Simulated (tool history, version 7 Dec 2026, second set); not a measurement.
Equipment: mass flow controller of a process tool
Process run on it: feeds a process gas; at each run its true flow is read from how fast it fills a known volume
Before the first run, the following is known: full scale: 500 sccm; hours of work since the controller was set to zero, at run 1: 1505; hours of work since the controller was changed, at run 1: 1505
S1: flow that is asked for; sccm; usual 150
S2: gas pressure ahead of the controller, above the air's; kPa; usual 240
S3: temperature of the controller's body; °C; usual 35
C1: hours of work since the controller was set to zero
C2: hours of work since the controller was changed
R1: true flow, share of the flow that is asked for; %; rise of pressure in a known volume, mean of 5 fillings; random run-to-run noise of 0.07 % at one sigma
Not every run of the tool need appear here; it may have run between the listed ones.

run    hour   S1   S2  S3    C1    C2      R1
  1     0.0  150  240  35  1505  1505   98.08
  2   152.5  150  240  35  1558  1558   98.07
  3   299.4  150  240  35  1608  1608   98.14
  4   461.7  150  240  35  1664  1664   98.14
  5   614.4  150  240  35  1717  1717   98.04
  6   727.7  150  240  35  1756  1756   98.11
  7   814.5  150  240  35  1785  1785   98.09
  8   922.8  150  240  26  1823  1823   97.95
  9  1068.6  150  240  26  1873  1873   98.10
 10  1217.6  150  240  26  1924  1924   98.00
 11  1305.9  150  240  26  1955  1955   98.08
 12  1466.7  150  240  26  2010  2010   98.09
 13  1580.2  150  240  29  2049  2049   98.22
     1588.2  -- controller's zero set anew
 14  1738.0   76  230  34    52  2103  100.96
 15  1843.8  262  158  35    88  2139   99.19
 16  1962.3  262  158  35   129  2180   99.33
 17  2055.3  262  158  35   161  2212   99.33
     2146.4  -- controller's zero set anew, once more
 18  2184.2   78  218  35    13  2256   96.49

Forecast each of these 3 alternatives for the next run:
  A  2308.8  73  240  35  56  2299   ?
  B  2308.8  59  192  35  56  2299   ?
  C  2308.8  78  249  35  56  2299   ?

run     R1
  A  96.43
  B  96.65
  C  96.30
Take away the tool's hidden state, keep each run's random variation, and the runs would have read:
run     R1
  A  97.05
  B  97.19
  C  96.93
